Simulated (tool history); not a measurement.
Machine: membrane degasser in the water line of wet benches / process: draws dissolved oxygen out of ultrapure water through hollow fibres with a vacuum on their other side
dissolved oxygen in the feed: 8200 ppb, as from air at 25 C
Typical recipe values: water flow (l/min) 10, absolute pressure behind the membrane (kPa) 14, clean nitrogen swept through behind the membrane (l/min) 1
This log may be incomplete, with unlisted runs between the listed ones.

run,hour,water flow (l/min),absolute pressure behind the membrane (kPa),clean nitrogen swept through behind the membrane (l/min),dissolved oxygen in the water behind the degasser (ppb),pressure that the water loses in the fibres (kPa)
1,0,10,14,1,412.1,30.62
2,33.5,10,14,1,420.1,30.42
3,61.5,10,14,1,421.1,30.76
4,98.3,10,14,1,422.1,30.67
5,133.3,10,25.3,1,667.8,30.58
6,153.4,10,25.3,1,661.2,30.66
7,186.8,10,25.3,1,671.8,31.2
8,219.1,10,8.8,1,304.8,30.64
9,247.1,10,8.8,1,306.1,30.56
10,268.8,10,14,1,425.7,30.87
11,306.4,10,13.6,1,416.8,30.86
12,325.7,14,13.6,1,733,43.09
13,353.5,10,14,1,421.7,31.05
14,388.1,10,14,1,420,30.43
15,431.4,10,14,1,424.2,30.8
16,462.3,10,14,1,422.7,30.65
17,504.1,10,14,1,412.4,30.79
18,525.7,6,34.7,0.56,792.3,18.51
19,566.7,14,22.7,1.89,734.6,43.23
# hour 569.5: vacuum gauge calibrated
20,591.1,12,22.7,1.89,579.2,36.49
21,635.4,14,28,0.57,1503.7,42.92
22,671.8,14,28,0.57,1520.2,43.13
23,697.2,9,22.6,0.91,573.1,27.59
24,731.2,8,16.3,0.45,594.4,24.99
25,765.3,8,16.3,0.45,590.9,24.66
26,806.9,9,26.1,0.4,1150.1,27.48
# hour 826.7: vacuum gauge calibrated, once more
27,854.6,9,26.1,0.4,1143.4,27.99
28,890.9,13,22,1.8,668.2,39.87
29,926.6,12,15.1,1.95,462.6,37.01
30,952.6,8,27.8,1.44,420.2,24.6
31,991,9,10.4,0.81,321.1,27.45

Below, some changes in dissolved oxygen in the water behind the degasser (ppb) between adjacent runs. For each, the amount present without the hidden state too (settings, incoming material, random variation) and the amount remaining for the hidden state with gauge scatter not shared by both compared results:
What the log doesn't record here: membrane still open, %; true pressure behind the membrane over the reading, kPa; air that leaks in behind the membrane, l/min; drift of the gauge itself on oxygen_ppb, %; drift of the gauge itself on loss_of_pressure_kpa, %.
Run 7 -> 8: absolute pressure behind the membrane (kPa) 25.3 -> 8.8. dissolved oxygen in the water behind the degasser (ppb) -367: hidden state -10.5, all else -356.5.
Run 17 -> 18: water flow (l/min) 10 -> 6, absolute pressure behind the membrane (kPa) 14 -> 34.7, clean nitrogen swept through behind the membrane (l/min) 1 -> 0.56. dissolved oxygen in the water behind the degasser (ppb) +379.9: hidden state +25, all else +354.9.
Run 18 -> 19: water flow (l/min) 6 -> 14, absolute pressure behind the membrane (kPa) 34.7 -> 22.7, clean nitrogen swept through behind the membrane (l/min) 0.56 -> 1.89. dissolved oxygen in the water behind the degasser (ppb) -57.7: hidden state -19.2, all else -38.5.
Run 20 -> 21: water flow (l/min) 12 -> 14, absolute pressure behind the membrane (kPa) 22.7 -> 28, clean nitrogen swept through behind the membrane (l/min) 1.89 -> 0.57. dissolved oxygen in the water behind the degasser (ppb) +924.5: hidden state +9.6, all else +914.9.
Run 22 -> 23: water flow (l/min) 14 -> 9, absolute pressure behind the membrane (kPa) 28 -> 22.6, clean nitrogen swept through behind the membrane (l/min) 0.57 -> 0.91. dissolved oxygen in the water behind the degasser (ppb) -947.1: hidden state -6.9, all else -940.2.
Run 25 -> 26: water flow (l/min) 8 -> 9, absolute pressure behind the membrane (kPa) 16.3 -> 26.1, clean nitrogen swept through behind the membrane (l/min) 0.45 -> 0.4. dissolved oxygen in the water behind the degasser (ppb) +559.2: hidden state +10, all else +549.2.
